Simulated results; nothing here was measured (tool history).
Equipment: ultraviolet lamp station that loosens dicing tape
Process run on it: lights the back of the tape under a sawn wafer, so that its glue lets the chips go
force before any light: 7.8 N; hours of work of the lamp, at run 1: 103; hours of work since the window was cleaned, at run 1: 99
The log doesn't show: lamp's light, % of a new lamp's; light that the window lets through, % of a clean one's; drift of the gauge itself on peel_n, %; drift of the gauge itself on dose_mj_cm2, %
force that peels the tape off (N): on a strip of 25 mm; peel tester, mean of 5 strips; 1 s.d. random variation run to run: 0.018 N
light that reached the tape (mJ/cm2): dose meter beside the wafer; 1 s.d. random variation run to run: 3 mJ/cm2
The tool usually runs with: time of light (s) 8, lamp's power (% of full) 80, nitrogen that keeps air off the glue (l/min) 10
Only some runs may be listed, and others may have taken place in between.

run,hour,time of light (s),lamp's power (% of full),nitrogen that keeps air off the glue (l/min),hours of work of the lamp,hours of work since the window was cleaned,force that peels the tape off (N),light that reached the tape (mJ/cm2)
1,0.0,8,80,10,103,99,0.914,459
2,12.0,8,80,10,111,107,0.887,457
3,22.3,8,68,10,117,113,1.189,388
4,31.9,8,80,10,123,119,0.881,458
5,40.4,8,80,10,128,124,0.877,456
6,50.3,8,80,10,134,130,0.873,456
7,55.4,8,90,10,137,133,0.666,511
8,61.4,8,90,10,141,137,0.693,506
9,70.8,8,98,10,147,143,0.595,559
10,78.2,8,98,10,151,147,0.579,560
11,90.2,8,98,10,158,155,0.603,557
12,95.8,8,98,10,162,158,0.575,563
13,108.2,8,98,10,169,166,0.568,557
14,119.1,8,98,10,176,172,0.567,557
15,128.6,8,98,10,182,178,0.576,557
16,136.0,8,98,10,186,183,0.587,554
17,141.9,8,98,10,190,186,0.595,558
18,149.2,8,92,10,195,191,0.673,527
19,158.9,8,92,10,200,197,0.638,523
20,168.4,8,80,10,206,203,0.881,459
21,180.0,8,80,10,213,210,0.874,449
22,186.1,8,80,10,217,213,0.892,460
23,194.0,7,80,4,222,218,1.603,397
24,199.6,7,80,4,225,222,1.643,399
25,209.0,8,76,7,231,227,1.105,432
26,215.7,6,88,14,235,232,1.111,375
# hour 222.3: window cleaned of glue's vapour
27,223.3,11,68,4,240,1,1.026,536
28,228.9,11,68,4,243,4,0.994,529
29,241.1,11,68,4,251,12,0.979,530
30,253.0,11,68,4,258,19,0.979,535
31,264.1,11,68,4,265,26,1.011,531
32,269.7,11,71,5,268,29,0.836,554
33,275.1,8,95,12,271,32,0.566,536
34,283.6,8,84,12,277,38,0.731,476
35,290.1,8,84,12,281,42,0.739,474
36,295.8,8,84,12,284,45,0.742,483
37,307.2,8,67,12,291,52,1.158,381
38,317.5,11,84,12,297,58,0.399,654
39,324.9,11,84,12,302,63,0.368,662
40,333.6,11,84,12,307,68,0.399,658
41,343.9,12,80,10,313,74,0.366,683
42,349.7,5,87,12,317,78,1.623,308
43,356.6,4,80,12,321,82,2.404,226

Each row is a separate what-if for the run after 43, all from the same tool condition, not one after another. Results?
A,362.8,5,78,11,325,86,?,?
B,362.8,11,65,17,325,86,?,?
C,362.8,8,65,15,325,86,?,?

run,force that peels the tape off (N),light that reached the tape (mJ/cm2)
A,1.939,278
B,0.584,506
C,1.164,374
Without the tool's hidden state the same runs would have given:
run,force that peels the tape off (N),light that reached the tape (mJ/cm2)
A,1.936,279
B,0.583,506
C,1.161,374
